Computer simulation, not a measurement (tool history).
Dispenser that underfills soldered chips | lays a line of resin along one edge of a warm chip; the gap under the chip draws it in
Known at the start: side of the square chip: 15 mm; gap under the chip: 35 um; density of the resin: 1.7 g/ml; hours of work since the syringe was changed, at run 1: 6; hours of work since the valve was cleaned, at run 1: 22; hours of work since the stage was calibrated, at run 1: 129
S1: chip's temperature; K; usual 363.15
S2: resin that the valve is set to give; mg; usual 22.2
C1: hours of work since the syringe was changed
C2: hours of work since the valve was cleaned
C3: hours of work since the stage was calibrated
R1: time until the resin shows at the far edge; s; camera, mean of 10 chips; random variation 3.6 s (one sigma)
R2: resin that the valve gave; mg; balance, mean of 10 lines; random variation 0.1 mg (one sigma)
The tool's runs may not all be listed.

Run 1, day 0.000: usual settings; C1 6; C2 22; C3 129. Result: R1 573.3 s, R2 21.72 mg.
At day 0.346: new syringe of resin.
Run 2, day 0.529: usual settings; C1 3; C2 30; C3 136. Result: R1 444.8 s, R2 21.78 mg.
Run 3, day 0.862: usual settings; C1 7; C2 35; C3 141. Result: R1 645.0 s, R2 21.48 mg.
At day 1.125: new syringe of resin.
Run 4, day 1.125: usual settings; C1 0; C2 38; C3 145. Result: R1 369.7 s, R2 21.38 mg.
Run 5, day 1.467: usual settings but S2 26.0 mg; C1 5; C2 43; C3 150. Result: R1 528.4 s, R2 25.09 mg.
At day 1.900: new syringe of resin.
Run 6, day 1.900: usual settings but S2 26.0 mg; C1 0; C2 49; C3 156. Result: R1 373.4 s, R2 25.12 mg.
Run 7, day 2.217: usual settings but S2 26.0 mg; C1 5; C2 54; C3 160. Result: R1 517.3 s, R2 24.69 mg.
Run 8, day 2.538: usual settings but S2 26.0 mg; C1 9; C2 58; C3 165. Result: R1 734.1 s, R2 24.89 mg.
At day 2.688: new syringe of resin.
Run 9, day 2.871: usual settings but S2 26.0 mg; C1 3; C2 63; C3 170. Result: R1 455.0 s, R2 24.78 mg.
Run 10, day 3.304: usual settings; C1 9; C2 69; C3 176. Result: R1 731.7 s, R2 21.08 mg.
At day 3.458: new syringe of resin.
Run 11, day 3.550: usual settings; C1 1; C2 73; C3 179. Result: R1 411.3 s, R2 21.05 mg.
Run 12, day 3.867: usual settings; C1 6; C2 77; C3 184. Result: R1 587.1 s, R2 20.65 mg.
Run 13, day 4.167: usual settings; C1 10; C2 81; C3 188. Result: R1 818.2 s, R2 20.85 mg.
At day 4.233: new syringe of resin.
At day 4.325: dispensing valve cleaned and set on the balance.
Run 14, day 4.658: usual settings; C1 6; C2 5; C3 194. Result: R1 559.9 s, R2 22.25 mg.
Run 15, day 4.925: usual settings but S2 23.1 mg; C1 9; C2 9; C3 198. Result: R1 742.2 s, R2 22.79 mg.
At day 5.042: new syringe of resin.
Run 16, day 5.250: usual settings but S1 368.15 K, S2 27.0 mg; C1 3; C2 13; C3 203. Result: R1 378.7 s, R2 26.64 mg.
Run 17, day 5.679: usual settings but S1 365.15 K, S2 22.1 mg; C1 9; C2 19; C3 209. Result: R1 684.7 s, R2 21.89 mg.
At day 5.838: new syringe of resin.
Run 18, day 5.954: usual settings but S1 375.15 K; C1 2; C2 23; C3 213. Result: R1 269.4 s, R2 21.70 mg.
Run 19, day 6.212: usual settings but S1 361.15 K, S2 22.6 mg; C1 5; C2 27; C3 217. Result: R1 598.0 s, R2 22.12 mg.
At day 6.600: new syringe of resin.
Run 20, day 6.746: usual settings but S1 361.15 K, S2 27.7 mg; C1 2; C2 34; C3 224. Result: R1 455.2 s, R2 27.16 mg.
Run 21, day 7.138: usual settings but S1 377.15 K, S2 28.3 mg; C1 8; C2 40; C3 230. Result: R1 381.8 s, R2 27.42 mg.
At day 7.354: new syringe of resin.
Run 22, day 7.658: usual settings but S1 377.15 K, S2 28.3 mg; C1 4; C2 47; C3 237. Result: R1 315.1 s, R2 27.13 mg.
Run 23, day 7.912: usual settings but S1 375.15 K, S2 20.6 mg; C1 8; C2 51; C3 241. Result: R1 452.6 s, R2 19.85 mg.
At day 8.142: new syringe of resin.
Run 24, day 8.392: usual settings but S2 24.2 mg; C1 4; C2 58; C3 247. Result: R1 477.2 s, R2 23.21 mg.
Run 25, day 8.704: usual settings but S1 362.15 K, S2 19.0 mg; C1 8; C2 62; C3 252. Result: R1 738.0 s, R2 17.94 mg.
At day 8.900: new syringe of resin.
Run 26, day 8.938: usual settings but S1 374.15 K, S2 28.0 mg; C1 1; C2 65; C3 255. Result: R1 258.7 s, R2 26.50 mg.
Run 27, day 9.258: usual settings but S1 357.15 K, S2 19.9 mg; C1 5; C2 70; C3 260. Result: R1 715.9 s, R2 18.98 mg.

5 ways to go on from here, each from the tool as it stands after run 27. What would each give?
Run A, day 9.621: usual settings but S1 378.15 K, S2 19.9 mg; C1 10; C2 75; C3 265. Result: R1 ?, R2 ?.
Run B, day 9.621: usual settings but S1 371.15 K, S2 22.1 mg; C1 10; C2 75; C3 265. Result: R1 ?, R2 ?.
Run C, day 9.621: usual settings but S1 366.15 K, S2 19.6 mg; C1 10; C2 75; C3 265. Result: R1 ?, R2 ?.
Run D, day 9.621: usual settings but S1 359.15 K, S2 27.2 mg; C1 10; C2 75; C3 265. Result: R1 ?, R2 ?.
Run E, day 9.621: usual settings but S1 355.15 K, S2 23.0 mg; C1 10; C2 75; C3 265. Result: R1 ?, R2 ?.

run      R1     R2
  A   489.6  18.56
  B   609.2  20.77
  C   746.4  18.28
  D   943.9  25.61
  E  1127.3  21.59
Without the tool's hidden state the same runs would have given:
run     R1     R2
  A  210.6  19.76
  B  262.9  22.12
  C  319.8  19.47
  D  408.3  27.28
  E  485.2  23.00
